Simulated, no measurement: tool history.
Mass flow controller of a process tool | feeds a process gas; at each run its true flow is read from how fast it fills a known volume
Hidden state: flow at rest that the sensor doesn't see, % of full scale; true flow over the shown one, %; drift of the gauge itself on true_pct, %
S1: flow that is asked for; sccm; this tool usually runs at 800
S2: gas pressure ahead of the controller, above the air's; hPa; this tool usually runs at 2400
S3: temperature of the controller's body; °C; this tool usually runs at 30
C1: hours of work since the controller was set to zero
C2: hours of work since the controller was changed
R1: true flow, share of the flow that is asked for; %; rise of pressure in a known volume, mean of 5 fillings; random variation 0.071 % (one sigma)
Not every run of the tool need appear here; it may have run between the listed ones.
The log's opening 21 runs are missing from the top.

{"run": 22, "hour": 2079.2, "S1": 800, "S2": 2400, "S3": 30, "C1": 3275, "C2": 3275, "R1": 100.36}
{"run": 23, "hour": 2236.2, "S1": 800, "S2": 2400, "S3": 30, "C1": 3371, "C2": 3371, "R1": 100.4}
{"run": 24, "hour": 2352.9, "S1": 800, "S2": 2400, "S3": 30, "C1": 3442, "C2": 3442, "R1": 100.46}
{"run": 25, "hour": 2440.1, "S1": 800, "S2": 2280, "S3": 30, "C1": 3495, "C2": 3495, "R1": 100.35}
{"run": 26, "hour": 2558.6, "S1": 800, "S2": 2280, "S3": 30, "C1": 3567, "C2": 3567, "R1": 100.45}
{"run": 27, "hour": 2712.8, "S1": 800, "S2": 2280, "S3": 30, "C1": 3661, "C2": 3661, "R1": 100.44}
{"hour": 2723.0, "done": "controller's zero set anew"}
{"run": 28, "hour": 2855.2, "S1": 800, "S2": 1610, "S3": 30, "C1": 80, "C2": 3747, "R1": 100.52}
{"run": 29, "hour": 2924.3, "S1": 800, "S2": 2400, "S3": 29, "C1": 123, "C2": 3789, "R1": 100.79}
{"run": 30, "hour": 3060.5, "S1": 800, "S2": 2400, "S3": 29, "C1": 205, "C2": 3872, "R1": 100.83}

The next listed run, before its measurement:
{"run": 31, "hour": 3127.4, "S1": 800, "S2": 2400, "S3": 29, "C1": 246, "C2": 3913, "R1": "?"}

{"run 31": {"R1": 100.82}}
Take away the tool's hidden state, keep the run-to-run variation as it was, and the same run would have given R1 99.63 %.
